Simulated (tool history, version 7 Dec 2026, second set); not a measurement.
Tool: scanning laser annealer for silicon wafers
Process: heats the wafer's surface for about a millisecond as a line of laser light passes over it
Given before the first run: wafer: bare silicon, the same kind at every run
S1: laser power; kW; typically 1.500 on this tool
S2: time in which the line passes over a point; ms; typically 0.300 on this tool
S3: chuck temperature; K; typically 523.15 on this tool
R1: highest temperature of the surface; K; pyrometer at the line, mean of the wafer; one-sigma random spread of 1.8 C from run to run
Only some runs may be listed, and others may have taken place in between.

run,hour,S1,S2,S3,R1
1,0.0,1.500,0.300,523.15,1300.15
2,15.4,1.500,0.300,523.15,1301.15
3,34.2,1.500,0.300,523.15,1299.15
4,50.3,1.500,0.300,523.15,1294.15
5,73.7,1.500,0.314,523.15,1316.15
6,97.5,1.500,0.314,523.15,1312.15
7,109.4,1.500,0.314,523.15,1316.15
8,129.9,1.500,0.314,523.15,1313.15
9,149.9,1.500,0.314,523.15,1311.15
10,163.0,1.500,0.300,523.15,1294.15
11,181.4,1.500,0.300,523.15,1294.15
12,207.4,1.500,0.300,523.15,1296.15
13,218.6,1.500,0.300,523.15,1292.15
14,235.6,1.500,0.300,523.15,1297.15
15,247.8,1.500,0.300,523.15,1292.15
16,262.8,1.500,0.300,523.15,1293.15
17,288.7,1.500,0.300,523.15,1289.15

Estimate the outcome of run 18 from the log above:
# hour 296.1: optics aligned, line set to its width
18,310.7,1.390,0.242,503.15,?

Run 18 gave R1 1136.15 K.
If the tool had no hidden condition, the same run with the same run-to-run variation would have returned R1 1147.15 K.
